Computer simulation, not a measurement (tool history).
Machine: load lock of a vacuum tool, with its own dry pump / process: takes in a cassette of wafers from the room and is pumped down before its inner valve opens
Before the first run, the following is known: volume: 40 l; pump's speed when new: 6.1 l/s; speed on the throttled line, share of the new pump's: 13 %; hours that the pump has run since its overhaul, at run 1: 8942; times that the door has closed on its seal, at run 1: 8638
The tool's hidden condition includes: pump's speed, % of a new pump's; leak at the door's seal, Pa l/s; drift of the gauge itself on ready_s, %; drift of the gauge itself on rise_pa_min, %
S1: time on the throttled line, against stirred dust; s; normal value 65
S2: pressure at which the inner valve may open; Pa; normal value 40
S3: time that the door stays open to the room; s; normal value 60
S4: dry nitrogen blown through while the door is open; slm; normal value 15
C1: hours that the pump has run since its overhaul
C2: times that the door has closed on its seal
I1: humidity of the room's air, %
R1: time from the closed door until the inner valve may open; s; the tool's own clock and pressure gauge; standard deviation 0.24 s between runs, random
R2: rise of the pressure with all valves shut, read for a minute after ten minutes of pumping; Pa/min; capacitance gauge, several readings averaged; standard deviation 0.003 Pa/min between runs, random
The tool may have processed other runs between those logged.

run 1 day=0 | S1=65 S2=40 S3=60 S4=15 | C1=8942 C2=8638 | I1=43.1 | R1=110.5 R2=0.073
run 2 day=11.292 | S1=65 S2=40 S3=60 S4=15 | C1=9213 C2=9092 | I1=44.6 | R1=109.9 R2=0.079
run 3 day=18.633 | S1=65 S2=40 S3=60 S4=15 | C1=9389 C2=9388 | I1=43 | R1=109.8 R2=0.08
run 4 day=23.596 | S1=84 S2=40 S3=60 S4=15 | C1=9508 C2=9588 | I1=42.1 | R1=126.1 R2=0.075
run 5 day=34.054 | S1=65 S2=40 S3=81 S4=15 | C1=9759 C2=10009 | I1=43.4 | R1=109.8 R2=0.082
run 6 day=39.2 | S1=65 S2=40 S3=81 S4=15 | C1=9883 C2=10216 | I1=46.6 | R1=110.4 R2=0.091
run 7 day=45.258 | S1=65 S2=40 S3=81 S4=15 | C1=10028 C2=10460 | I1=46.3 | R1=109.8 R2=0.093
run 8 day=50.346 | S1=37 S2=43 S3=45 S4=11 | C1=10150 C2=10665 | I1=46.4 | R1=85.6 R2=0.085
run 9 day=56.246 | S1=35 S2=30 S3=166 S4=14 | C1=10292 C2=10902 | I1=45 | R1=86.2 R2=0.123
run 10 day=66.442 | S1=35 S2=30 S3=166 S4=14 | C1=10537 C2=11313 | I1=43.4 | R1=86.2 R2=0.122
run 11 day=73.333 | S1=38 S2=71 S3=64 S4=11 | C1=10702 C2=11591 | I1=47.4 | R1=83 R2=0.103
run 12 day=78.017 | S1=127 S2=45 S3=56 S4=11 | C1=10814 C2=11779 | I1=42.4 | R1=162.1 R2=0.097

The same runs without the tool's hidden state, with the same run-to-run variation:
run=1 R1=108.3 R2=0.04
run=2 R1=107.7 R2=0.043
run=3 R1=107.6 R2=0.043
run=4 R1=124 R2=0.038
run=5 R1=107.5 R2=0.043
run=6 R1=108 R2=0.049
run=7 R1=107.5 R2=0.05
run=8 R1=83.1 R2=0.04
run=9 R1=83.5 R2=0.077
run=10 R1=83.4 R2=0.074
run=11 R1=80.5 R2=0.054
run=12 R1=160.1 R2=0.046

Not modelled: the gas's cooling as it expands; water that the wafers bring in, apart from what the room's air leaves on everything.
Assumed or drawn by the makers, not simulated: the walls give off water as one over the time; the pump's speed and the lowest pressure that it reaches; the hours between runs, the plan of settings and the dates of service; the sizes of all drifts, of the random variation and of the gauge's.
